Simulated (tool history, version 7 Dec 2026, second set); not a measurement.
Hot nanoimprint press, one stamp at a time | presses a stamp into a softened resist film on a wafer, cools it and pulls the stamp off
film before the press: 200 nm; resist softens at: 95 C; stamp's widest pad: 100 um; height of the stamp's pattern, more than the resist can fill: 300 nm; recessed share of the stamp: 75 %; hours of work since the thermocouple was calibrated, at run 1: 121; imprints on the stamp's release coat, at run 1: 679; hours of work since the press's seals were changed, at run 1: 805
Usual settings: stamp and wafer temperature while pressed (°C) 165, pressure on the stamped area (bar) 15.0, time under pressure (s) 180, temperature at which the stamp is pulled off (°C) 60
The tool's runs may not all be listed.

run    hour  stamp and wafer temperature while pressed (°C)  pressure on the stamped area (bar)  time under pressure (s)  temperature at which the stamp is pulled off (°C)  hours of work since the thermocouple was calibrated  imprints on the stamp's release coat  hours of work since the press's seals were changed  resist left under the stamp's widest pad (Å)  greatest force while the stamp is pulled off (N)
  1     0.0                                             165                                15.0                      180                                                 60                                                  121                                   679                                                 805                                          1071                                               212
  2    42.0                                             165                                15.0                      180                                                 60                                                  145                                   775                                                 829                                          1066                                               195
  3    69.3                                             165                                15.0                      180                                                 60                                                  161                                   836                                                 844                                          1072                                               209
  4   101.5                                             165                                15.0                      180                                                 60                                                  179                                   909                                                 862                                          1061                                               208
  5   142.7                                             165                                15.0                      180                                                 63                                                  202                                  1002                                                 886                                          1063                                               198
      170.1  -- stamp cleaned and given a new release coat
  6   187.2                                             165                                18.0                      180                                                 60                                                  224                                    39                                                 908                                           976                                               215
  7   212.0                                             165                                18.0                      180                                                 60                                                  238                                    95                                                 922                                           971                                               201
  8   242.9                                             165                                15.0                      180                                                 60                                                  256                                   165                                                 939                                          1063                                               201
  9   280.5                                             165                                15.0                      180                                                 60                                                  277                                   250                                                 961                                          1054                                               211
 10   309.5                                             165                                15.0                      180                                                 60                                                  294                                   315                                                 977                                          1063                                               203
 11   344.0                                             165                                15.0                      180                                                 65                                                  313                                   393                                                 997                                          1059                                               194
 12   370.8                                             165                                15.0                      180                                                 65                                                  329                                   454                                                1012                                          1058                                               188
 13   402.1                                             165                                15.0                      180                                                 65                                                  346                                   525                                                1030                                          1053                                               194
 14   421.6                                             165                                15.0                      180                                                 65                                                  357                                   569                                                1041                                          1052                                               189
 15   462.2                                             165                                15.0                      180                                                 65                                                  380                                   661                                                1064                                          1057                                               187
 16   500.1                                             165                                15.0                      180                                                 65                                                  402                                   747                                                1085                                          1047                                               195
 17   527.9                                             154                                23.8                      143                                                 48                                                  418                                   810                                                1101                                          1231                                               244
 18   551.4                                             154                                23.8                      143                                                 48                                                  431                                   863                                                1115                                          1230                                               244
 19   594.9                                             154                                23.8                      171                                                 65                                                  456                                   961                                                1139                                          1165                                               194
 20   617.9                                             169                                22.4                      180                                                 48                                                  469                                  1013                                                1152                                           774                                               233
      635.4  -- gauge calibrated
      641.4  -- stamp cleaned and given a new release coat
 21   648.3                                             169                                22.4                      180                                                 48                                                  483                                    16                                                1166                                           806                                               237
      662.4  -- plate thermocouple calibrated
 22   678.3                                             158                                13.7                      268                                                 54                                                    9                                    77                                                1182                                          1164                                               221
 23   708.7                                             176                                11.1                      105                                                 48                                                   26                                   146                                                1199                                          1127                                               232
 24   737.5                                             176                                23.5                      241                                                 48                                                   43                                   211                                                1215                                           564                                               236
 25   782.5                                             170                                 9.1                      180                                                 64                                                   68                                   313                                                1241                                          1151                                               197
 26   825.8                                             166                                 9.1                      180                                                 61                                                   93                                   411                                                1265                                          1258                                               204
 27   854.5                                             165                                15.0                      180                                                 60                                                  109                                   476                                                1282                                          1067                                               203
 28   885.0                                             165                                10.9                      180                                                 60                                                  127                                   545                                                1299                                          1216                                               201
 29   910.6                                             165                                10.9                      180                                                 60                                                  141                                   602                                                1314                                          1207                                               202
      922.5  -- press's hydraulic seals changed and the load cell set to zero
 30   957.7                                             165                                 9.7                      200                                                 57                                                  163                                   691                                                  20                                          1217                                               209
 31  1003.0                                             158                                 9.7                      271                                                 57                                                  189                                   794                                                  46                                          1309                                               213

3 ways to go on from here, each from the tool as it stands after run 31. What would each give?
  A  1025.3                                             169                                 9.7                      267                                                 59                                                  202                                   844                                                  58                                             ?                                                 ?
  B  1025.3                                             165                                15.0                      258                                                 60                                                  202                                   844                                                  58                                             ?                                                 ?
  C  1025.3                                             172                                15.0                      180                                                 67                                                  202                                   844                                                  58                                             ?                                                 ?

run  resist left under the stamp's widest pad (Å)  greatest force while the stamp is pulled off (N)
  A                                           998                                               208
  B                                           937                                               213
  C                                           881                                               192
Without the tool's hidden state the same runs would have given:
run  resist left under the stamp's widest pad (Å)  greatest force while the stamp is pulled off (N)
  A                                          1015                                               206
  B                                           953                                               211
  C                                           896                                               190
